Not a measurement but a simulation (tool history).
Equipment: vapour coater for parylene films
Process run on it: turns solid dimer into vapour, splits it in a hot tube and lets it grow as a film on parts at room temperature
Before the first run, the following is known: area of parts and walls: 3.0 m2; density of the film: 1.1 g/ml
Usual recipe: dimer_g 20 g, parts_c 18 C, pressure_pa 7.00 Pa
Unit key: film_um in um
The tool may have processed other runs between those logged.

run	day	dimer_g	parts_c	pressure_pa	film_um
1	0.000	20	18	7.00	3.88
2	2.812	20	18	7.00	3.87
3	5.279	20	18	7.00	3.88
4	7.550	20	18	3.79	4.03
5	10.483	20	18	3.79	3.97
6	13.512	20	17	7.00	3.88
7	16.388	20	17	7.00	3.84
# day 17.442: trap's valve overhauled
8	19.029	20	18	7.00	4.13
9	20.788	20	18	7.00	4.06
10	22.496	20	18	2.33	4.33
11	25.192	20	18	2.33	4.44
12	26.521	20	18	2.33	4.32
13	29.483	20	16	2.33	4.65
14	31.362	8	15	8.00	1.70
15	33.471	20	21	4.33	3.76
16	36.108	18	13	4.81	4.23
17	38.204	18	13	4.81	4.19
18	39.604	18	13	4.81	4.13
19	41.038	20	17	4.81	4.10
20	43.721	20	17	4.81	4.10
21	44.933	20	17	4.81	4.05
22	47.221	20	17	4.81	4.02
23	50.154	22	28	4.71	3.22
24	52.075	21	12	9.93	4.60
# day 54.200: trap's valve overhauled
25	54.200	13	18	7.00	2.64
26	56.833	13	18	7.00	2.69

Had the tool no unlogged condition, and each run kept its random variation, what would the results have been?
Unlogged tool condition in this case: vapour lost through the trap's worn valve, %; true temperature of the parts over the reading, C; drift of the gauge itself on film_um, %.
run	film_um
1	4.08
2	4.09
3	4.13
4	4.31
5	4.28
6	4.22
7	4.20
8	4.12
9	4.07
10	4.36
11	4.49
12	4.39
13	4.76
14	1.75
15	3.88
16	4.40
17	4.38
18	4.33
19	4.31
20	4.34
21	4.30
22	4.30
23	3.46
24	4.97
25	2.60
26	2.66
